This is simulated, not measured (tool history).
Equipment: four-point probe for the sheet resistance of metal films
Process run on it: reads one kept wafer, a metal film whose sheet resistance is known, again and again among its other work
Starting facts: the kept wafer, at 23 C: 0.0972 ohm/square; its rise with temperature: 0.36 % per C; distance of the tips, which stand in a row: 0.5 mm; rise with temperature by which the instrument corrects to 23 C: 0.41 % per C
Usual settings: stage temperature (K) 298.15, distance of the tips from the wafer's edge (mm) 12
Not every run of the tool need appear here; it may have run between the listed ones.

run	hour	stage temperature (K)	distance of the tips from the wafer's edge (mm)	sheet resistance as the instrument gives it (ohm/square)
1	0.0	298.15	12	0.097189
2	48.6	298.15	12	0.097194
3	73.0	298.15	12	0.097192
4	132.9	298.15	12	0.097213
5	187.9	298.15	12	0.097192
6	248.1	298.15	12	0.097222
7	292.1	308.15	12	0.096795
8	321.3	308.15	12	0.096804
9	374.2	308.15	12	0.096762
10	414.0	308.15	12	0.096808
11	456.0	308.15	12	0.096826
12	500.5	308.15	12	0.096810
13	537.9	308.15	12	0.096767
14	586.1	308.15	12	0.096808
15	625.3	296.15	12	0.097330
16	656.8	300.15	12	0.097120
17	698.0	300.15	12	0.097113
18	739.6	298.15	13	0.097209
19	771.9	298.15	12	0.097220
20	817.7	298.15	12	0.097238
21	845.9	298.15	12	0.097209
22	884.2	298.15	12	0.097201
23	929.7	298.15	12	0.097209
24	960.0	300.15	22	0.097067
25	1015.8	300.15	14	0.097088
26	1040.7	306.15	69	0.096771
27	1078.7	306.15	69	0.096760
28	1114.0	293.15	17	0.097383
29	1151.9	296.15	59	0.097208
30	1210.8	296.15	59	0.097212
31	1262.4	293.15	5	0.097851
32	1300.5	305.15	50	0.096839
33	1360.8	296.15	32	0.097223
34	1402.0	298.15	15	0.097165
35	1429.4	298.15	15	0.097215
36	1454.6	301.15	15	0.097054
37	1488.1	298.15	16	0.097171
38	1547.4	304.15	12	0.096965
39	1595.7	304.15	12	0.096927
40	1628.1	299.15	5	0.097601
41	1684.7	299.15	69	0.097091
42	1719.8	301.15	38	0.096976
43	1754.8	291.15	4	0.098232
44	1787.0	301.15	50	0.096976
45	1840.8	293.15	7	0.097610

Each row is a separate what-if for the run after 45, all from the same tool condition, not one after another. Results?
A	1897.2	297.15	5	?
B	1897.2	294.15	40	?
C	1897.2	296.15	39	?

run	sheet resistance as the instrument gives it (ohm/square)
A	0.097687
B	0.097320
C	0.097240
Take away the tool's hidden state, keep each run's random variation, and the runs would have read:
run	sheet resistance as the instrument gives it (ohm/square)
A	0.097677
B	0.097310
C	0.097230
